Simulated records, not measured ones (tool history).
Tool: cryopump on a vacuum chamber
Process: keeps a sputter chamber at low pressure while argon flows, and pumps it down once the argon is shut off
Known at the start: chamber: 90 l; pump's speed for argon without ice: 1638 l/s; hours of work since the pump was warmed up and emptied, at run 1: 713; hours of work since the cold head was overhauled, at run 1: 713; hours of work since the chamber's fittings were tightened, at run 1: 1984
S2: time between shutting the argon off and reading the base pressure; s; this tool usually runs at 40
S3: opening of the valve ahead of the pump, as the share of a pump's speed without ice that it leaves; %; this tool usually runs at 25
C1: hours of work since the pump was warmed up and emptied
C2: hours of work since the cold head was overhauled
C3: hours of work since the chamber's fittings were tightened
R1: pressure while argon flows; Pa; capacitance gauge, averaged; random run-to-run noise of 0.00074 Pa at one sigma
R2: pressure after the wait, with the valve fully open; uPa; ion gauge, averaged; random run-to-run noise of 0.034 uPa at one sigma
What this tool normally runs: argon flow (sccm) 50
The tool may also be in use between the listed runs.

{"run": 1, "hour": 0.0, "argon flow (sccm)": 50, "S2": 40, "S3": 25, "C1": 713, "C2": 713, "C3": 1984, "R1": 0.2113, "R2": 2.75}
{"run": 2, "hour": 53.4, "argon flow (sccm)": 50, "S2": 40, "S3": 25, "C1": 741, "C2": 741, "C3": 2013, "R1": 0.2125, "R2": 2.73}
{"run": 3, "hour": 156.4, "argon flow (sccm)": 50, "S2": 40, "S3": 25, "C1": 795, "C2": 795, "C3": 2067, "R1": 0.2127, "R2": 2.78}
{"run": 4, "hour": 211.8, "argon flow (sccm)": 50, "S2": 40, "S3": 26, "C1": 825, "C2": 825, "C3": 2096, "R1": 0.2032, "R2": 2.77}
{"run": 5, "hour": 259.8, "argon flow (sccm)": 50, "S2": 40, "S3": 25, "C1": 850, "C2": 850, "C3": 2122, "R1": 0.2114, "R2": 2.84}
{"run": 6, "hour": 345.7, "argon flow (sccm)": 50, "S2": 28, "S3": 25, "C1": 896, "C2": 896, "C3": 2167, "R1": 0.2133, "R2": 3.43}
{"run": 7, "hour": 457.7, "argon flow (sccm)": 50, "S2": 28, "S3": 25, "C1": 955, "C2": 955, "C3": 2227, "R1": 0.2136, "R2": 3.54}
{"run": 8, "hour": 508.9, "argon flow (sccm)": 50, "S2": 28, "S3": 25, "C1": 982, "C2": 982, "C3": 2254, "R1": 0.2142, "R2": 3.68}
{"run": 9, "hour": 605.7, "argon flow (sccm)": 50, "S2": 25, "S3": 25, "C1": 1034, "C2": 1034, "C3": 2305, "R1": 0.2135, "R2": 3.86}
{"hour": 716.3, "done": "pump warmed up, emptied and cooled again"}
{"run": 10, "hour": 730.3, "argon flow (sccm)": 50, "S2": 109, "S3": 25, "C1": 7, "C2": 1097, "C3": 2369, "R1": 0.2068, "R2": 1.75}
{"run": 11, "hour": 800.5, "argon flow (sccm)": 50, "S2": 109, "S3": 25, "C1": 45, "C2": 1134, "C3": 2406, "R1": 0.2089, "R2": 1.79}
{"run": 12, "hour": 878.6, "argon flow (sccm)": 50, "S2": 109, "S3": 25, "C1": 86, "C2": 1176, "C3": 2447, "R1": 0.2077, "R2": 1.83}
{"run": 13, "hour": 955.5, "argon flow (sccm)": 50, "S2": 109, "S3": 25, "C1": 127, "C2": 1216, "C3": 2488, "R1": 0.2078, "R2": 1.84}
{"run": 14, "hour": 1026.8, "argon flow (sccm)": 50, "S2": 109, "S3": 25, "C1": 165, "C2": 1254, "C3": 2526, "R1": 0.2092, "R2": 1.92}
{"run": 15, "hour": 1117.2, "argon flow (sccm)": 50, "S2": 109, "S3": 25, "C1": 212, "C2": 1302, "C3": 2574, "R1": 0.2071, "R2": 1.88}
{"run": 16, "hour": 1174.3, "argon flow (sccm)": 50, "S2": 109, "S3": 52, "C1": 243, "C2": 1332, "C3": 2604, "R1": 0.1011, "R2": 1.9}
{"run": 17, "hour": 1243.9, "argon flow (sccm)": 50, "S2": 109, "S3": 52, "C1": 280, "C2": 1369, "C3": 2641, "R1": 0.1016, "R2": 1.97}
{"run": 18, "hour": 1301.0, "argon flow (sccm)": 50, "S2": 109, "S3": 52, "C1": 310, "C2": 1399, "C3": 2671, "R1": 0.1021, "R2": 2.01}
{"run": 19, "hour": 1394.4, "argon flow (sccm)": 50, "S2": 109, "S3": 52, "C1": 359, "C2": 1449, "C3": 2720, "R1": 0.1016, "R2": 2.01}
{"run": 20, "hour": 1492.9, "argon flow (sccm)": 76, "S2": 200, "S3": 55, "C1": 412, "C2": 1501, "C3": 2773, "R1": 0.1473, "R2": 1.74}
{"run": 21, "hour": 1607.3, "argon flow (sccm)": 70, "S2": 239, "S3": 54, "C1": 472, "C2": 1562, "C3": 2833, "R1": 0.1387, "R2": 1.77}
{"run": 22, "hour": 1691.4, "argon flow (sccm)": 70, "S2": 239, "S3": 54, "C1": 517, "C2": 1606, "C3": 2878, "R1": 0.1388, "R2": 1.79}
{"run": 23, "hour": 1807.8, "argon flow (sccm)": 43, "S2": 182, "S3": 37, "C1": 578, "C2": 1668, "C3": 2940, "R1": 0.1242, "R2": 1.89}
{"run": 24, "hour": 1877.0, "argon flow (sccm)": 43, "S2": 21, "S3": 18, "C1": 615, "C2": 1705, "C3": 2976, "R1": 0.25, "R2": 4.74}
{"run": 25, "hour": 1964.4, "argon flow (sccm)": 43, "S2": 21, "S3": 18, "C1": 661, "C2": 1751, "C3": 3023, "R1": 0.2515, "R2": 4.7}
{"run": 26, "hour": 2080.2, "argon flow (sccm)": 50, "S2": 40, "S3": 16, "C1": 723, "C2": 1812, "C3": 3084, "R1": 0.3289, "R2": 3.34}
{"run": 27, "hour": 2191.3, "argon flow (sccm)": 55, "S2": 40, "S3": 26, "C1": 782, "C2": 1871, "C3": 3143, "R1": 0.2263, "R2": 3.32}
{"run": 28, "hour": 2274.7, "argon flow (sccm)": 57, "S2": 210, "S3": 25, "C1": 826, "C2": 1915, "C3": 3187, "R1": 0.2403, "R2": 2.05}
{"run": 29, "hour": 2367.4, "argon flow (sccm)": 70, "S2": 95, "S3": 15, "C1": 875, "C2": 1964, "C3": 3236, "R1": 0.4915, "R2": 2.44}
{"run": 30, "hour": 2461.0, "argon flow (sccm)": 70, "S2": 95, "S3": 15, "C1": 925, "C2": 2014, "C3": 3286, "R1": 0.489, "R2": 2.48}
{"run": 31, "hour": 2528.8, "argon flow (sccm)": 77, "S2": 95, "S3": 19, "C1": 961, "C2": 2050, "C3": 3322, "R1": 0.4331, "R2": 2.54}
{"run": 32, "hour": 2643.9, "argon flow (sccm)": 88, "S2": 24, "S3": 17, "C1": 1021, "C2": 2111, "C3": 3383, "R1": 0.5491, "R2": 4.56}
{"run": 33, "hour": 2693.6, "argon flow (sccm)": 38, "S2": 101, "S3": 49, "C1": 1048, "C2": 2137, "C3": 3409, "R1": 0.086, "R2": 2.55}

Difference, measured minus no-hidden-state, one row per run. Run-to-run variation is common to both terms; the gauge's own scatter need not be:
The hidden state here: pump's speed, % of a pump's without ice; cold plate's temperature, K; leak into the chamber, uPa l/s; drift of the gauge itself on working_pa, %; drift of the gauge itself on base_upa, %.
run=1 R1=+0.0054 R2=+0.94
run=2 R1=+0.0056 R2=+0.93
run=3 R1=+0.006 R2=+0.97
run=4 R1=+0.0061 R2=+0.99
run=5 R1=+0.0064 R2=+1.01
run=6 R1=+0.0067 R2=+1.01
run=7 R1=+0.0071 R2=+1.08
run=8 R1=+0.0073 R2=+1.11
run=9 R1=+0.0077 R2=+1.12
run=10 R1=+0.0008 R2=+0.98
run=11 R1=+0.001 R2=+1.01
run=12 R1=+0.0012 R2=+1.06
run=13 R1=+0.0015 R2=+1.07
run=14 R1=+0.0017 R2=+1.12
run=15 R1=+0.002 R2=+1.12
run=16 R1=+0.0022 R2=+1.15
run=17 R1=+0.0025 R2=+1.19
run=18 R1=+0.0027 R2=+1.2
run=19 R1=+0.003 R2=+1.22
run=20 R1=+0.0051 R2=+1.24
run=21 R1=+0.0053 R2=+1.32
run=22 R1=+0.0057 R2=+1.33
run=23 R1=+0.0039 R2=+1.37
run=24 R1=+0.0041 R2=+1.41
run=25 R1=+0.0044 R2=+1.43
run=26 R1=+0.0055 R2=+1.51
run=27 R1=+0.0065 R2=+1.52
run=28 R1=+0.0071 R2=+1.56
run=29 R1=+0.0093 R2=+1.57
run=30 R1=+0.0097 R2=+1.6
run=31 R1=+0.0113 R2=+1.65
run=32 R1=+0.0138 R2=+1.67
run=33 R1=+0.0061 R2=+1.71
